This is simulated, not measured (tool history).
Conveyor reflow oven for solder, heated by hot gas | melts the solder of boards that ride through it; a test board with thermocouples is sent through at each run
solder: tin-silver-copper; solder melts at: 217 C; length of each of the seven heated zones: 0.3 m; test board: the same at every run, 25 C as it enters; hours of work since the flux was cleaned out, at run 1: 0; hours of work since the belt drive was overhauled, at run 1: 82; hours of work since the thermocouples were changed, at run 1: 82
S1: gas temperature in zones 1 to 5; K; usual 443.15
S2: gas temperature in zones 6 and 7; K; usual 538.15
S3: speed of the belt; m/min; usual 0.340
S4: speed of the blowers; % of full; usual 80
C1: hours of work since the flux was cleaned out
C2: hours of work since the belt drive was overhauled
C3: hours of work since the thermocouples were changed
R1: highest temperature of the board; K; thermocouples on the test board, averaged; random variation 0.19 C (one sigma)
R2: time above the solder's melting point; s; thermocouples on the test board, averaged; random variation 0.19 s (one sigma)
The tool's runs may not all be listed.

Run 1, hour 0.0: usual settings; C1 0; C2 82; C3 82. Result: R1 527.25 K, R2 81.6 s.
Run 2, hour 29.6: usual settings but S3 0.375 m/min; C1 13; C2 95; C3 95. Result: R1 524.25 K, R2 70.9 s.
Run 3, hour 64.7: usual settings but S3 0.375 m/min; C1 29; C2 110; C3 110. Result: R1 524.45 K, R2 70.7 s.
Run 4, hour 130.6: usual settings but S3 0.375 m/min; C1 58; C2 140; C3 140. Result: R1 524.75 K, R2 70.3 s.
Run 5, hour 176.8: usual settings; C1 78; C2 160; C3 160. Result: R1 526.75 K, R2 81.3 s.
Run 6, hour 215.0: usual settings but S2 529.15 K; C1 95; C2 177; C3 177. Result: R1 519.05 K, R2 73.5 s.
Run 7, hour 243.3: usual settings but S2 529.15 K; C1 107; C2 189; C3 189. Result: R1 518.35 K, R2 73.6 s.
Run 8, hour 307.6: usual settings; C1 136; C2 218; C3 218. Result: R1 526.55 K, R2 80.8 s.
Run 9, hour 356.5: usual settings; C1 157; C2 239; C3 239. Result: R1 526.55 K, R2 80.9 s.
Run 10, hour 417.8: usual settings; C1 184; C2 266; C3 266. Result: R1 526.45 K, R2 80.8 s.
Run 11, hour 464.3: usual settings; C1 205; C2 287; C3 287. Result: R1 526.15 K, R2 80.7 s.
Run 12, hour 491.5: usual settings; C1 217; C2 299; C3 299. Result: R1 526.05 K, R2 80.5 s.
Run 13, hour 544.7: usual settings; C1 240; C2 322; C3 322. Result: R1 526.15 K, R2 80.7 s.
Run 14, hour 594.4: usual settings but S1 428.15 K; C1 262; C2 344; C3 344. Result: R1 524.25 K, R2 72.3 s.
Run 15, hour 621.9: usual settings but S1 428.15 K; C1 274; C2 356; C3 356. Result: R1 523.95 K, R2 72.2 s.
At hour 666.6: flux residue cleaned out of gas plates and filters.
Run 16, hour 670.8: usual settings but S2 536.15 K, S3 0.289 m/min; C1 2; C2 376; C3 376. Result: R1 528.15 K, R2 100.3 s.
Run 17, hour 726.5: usual settings but S2 536.15 K, S3 0.289 m/min; C1 26; C2 400; C3 400. Result: R1 528.25 K, R2 100.3 s.
Run 18, hour 756.9: usual settings but S2 533.15 K; C1 40; C2 414; C3 414. Result: R1 522.05 K, R2 77.9 s.
Run 19, hour 786.1: usual settings but S2 533.15 K; C1 53; C2 427; C3 427. Result: R1 521.95 K, R2 77.5 s.
Run 20, hour 837.7: usual settings but S4 55 % of full; C1 76; C2 449; C3 449. Result: R1 519.05 K, R2 70.0 s.
Run 21, hour 894.2: usual settings but S1 429.15 K, S2 546.15 K, S3 0.301 m/min, S4 54 % of full; C1 100; C2 474; C3 474. Result: R1 527.05 K, R2 83.6 s.
Run 22, hour 928.5: usual settings but S1 429.15 K, S2 539.15 K, S3 0.301 m/min, S4 73 % of full; C1 116; C2 490; C3 490. Result: R1 526.75 K, R2 87.3 s.
Run 23, hour 976.8: usual settings but S1 429.15 K, S2 539.15 K, S3 0.301 m/min, S4 73 % of full; C1 137; C2 511; C3 511. Result: R1 527.15 K, R2 87.3 s.
Run 24, hour 1036.5: usual settings but S1 429.15 K, S2 541.15 K, S3 0.409 m/min, S4 73 % of full; C1 163; C2 537; C3 537. Result: R1 518.85 K, R2 52.7 s.
Run 25, hour 1089.2: usual settings but S4 51 % of full; C1 186; C2 560; C3 560. Result: R1 516.55 K, R2 66.4 s.
Run 26, hour 1133.4: usual settings but S4 51 % of full; C1 206; C2 580; C3 580. Result: R1 516.55 K, R2 66.3 s.
Run 27, hour 1171.3: usual settings but S4 51 % of full; C1 223; C2 597; C3 597. Result: R1 515.95 K, R2 66.1 s.
Run 28, hour 1205.9: usual settings but S4 51 % of full; C1 238; C2 612; C3 612. Result: R1 516.15 K, R2 66.1 s.
Run 29, hour 1242.4: usual settings but S1 430.15 K, S2 542.15 K, S3 0.393 m/min, S4 53 % of full; C1 254; C2 628; C3 628. Result: R1 511.45 K, R2 44.4 s.

3 ways to go on from here, each from the tool as it stands after run 29. What would each give?
Run A, hour 1269.3: usual settings but S1 441.15 K, S4 67 % of full; C1 266; C2 640; C3 640. Result: R1 ?, R2 ?.
Run B, hour 1269.3: usual settings but S1 430.15 K, S2 548.15 K, S3 0.393 m/min, S4 90 % of full; C1 266; C2 640; C3 640. Result: R1 ?, R2 ?.
Run C, hour 1269.3: usual settings but S1 431.15 K; C1 266; C2 640; C3 640. Result: R1 ?, R2 ?.

run      R1    R2
  A  521.45  74.5
  B  531.05  68.9
  C  523.55  74.2
Without the tool's hidden state the same runs would have given:
run      R1    R2
  A  523.45  75.3
  B  533.55  69.5
  C  525.75  75.1
